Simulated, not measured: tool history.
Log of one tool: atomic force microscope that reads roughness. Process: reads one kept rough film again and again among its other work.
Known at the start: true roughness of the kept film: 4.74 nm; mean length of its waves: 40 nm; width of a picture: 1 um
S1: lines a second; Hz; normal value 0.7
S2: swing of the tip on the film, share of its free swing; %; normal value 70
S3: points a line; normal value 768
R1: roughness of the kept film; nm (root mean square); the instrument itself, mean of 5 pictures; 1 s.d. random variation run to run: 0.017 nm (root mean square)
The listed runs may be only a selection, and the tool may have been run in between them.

{"run": 1, "hour": 0.0, "S1": 0.7, "S2": 70, "S3": 768, "R1": 3.858}
{"run": 2, "hour": 9.3, "S1": 0.7, "S2": 64, "S3": 768, "R1": 3.861}
{"run": 3, "hour": 21.7, "S1": 0.7, "S2": 64, "S3": 768, "R1": 3.805}
{"run": 4, "hour": 31.6, "S1": 0.7, "S2": 64, "S3": 768, "R1": 3.775}
{"run": 5, "hour": 40.0, "S1": 0.7, "S2": 81, "S3": 768, "R1": 3.622}
{"run": 6, "hour": 52.4, "S1": 0.7, "S2": 81, "S3": 768, "R1": 3.572}
{"run": 7, "hour": 63.0, "S1": 0.7, "S2": 81, "S3": 260, "R1": 3.512}
{"run": 8, "hour": 70.0, "S1": 0.7, "S2": 81, "S3": 260, "R1": 3.492}
{"run": 9, "hour": 76.2, "S1": 0.7, "S2": 78, "S3": 754, "R1": 3.553}
{"run": 10, "hour": 86.3, "S1": 1.238, "S2": 60, "S3": 281, "R1": 3.569}
{"run": 11, "hour": 92.8, "S1": 1.238, "S2": 60, "S3": 281, "R1": 3.509}
{"run": 12, "hour": 101.2, "S1": 2.291, "S2": 68, "S3": 768, "R1": 3.297}
{"run": 13, "hour": 110.3, "S1": 2.291, "S2": 68, "S3": 768, "R1": 3.289}
{"hour": 118.4, "done": "new tip fitted"}
{"run": 14, "hour": 123.4, "S1": 2.291, "S2": 68, "S3": 768, "R1": 3.858}
{"run": 15, "hour": 131.0, "S1": 0.93, "S2": 78, "S3": 317, "R1": 3.903}

Each row is a separate what-if for the run after 15, all from the same tool condition, not one after another. Results?
{"run": "A", "hour": 137.5, "S1": 1.876, "S2": 71, "S3": 261, "R1": "?"}
{"run": "B", "hour": 137.5, "S1": 0.704, "S2": 80, "S3": 416, "R1": "?"}
{"run": "C", "hour": 137.5, "S1": 0.625, "S2": 77, "S3": 410, "R1": "?"}

run=A R1=3.773
run=B R1=3.907
run=C R1=3.966
With the hidden condition removed and each run's random variation left untouched, the same runs would have given:
run=A R1=3.869
run=B R1=4.006
run=C R1=4.067

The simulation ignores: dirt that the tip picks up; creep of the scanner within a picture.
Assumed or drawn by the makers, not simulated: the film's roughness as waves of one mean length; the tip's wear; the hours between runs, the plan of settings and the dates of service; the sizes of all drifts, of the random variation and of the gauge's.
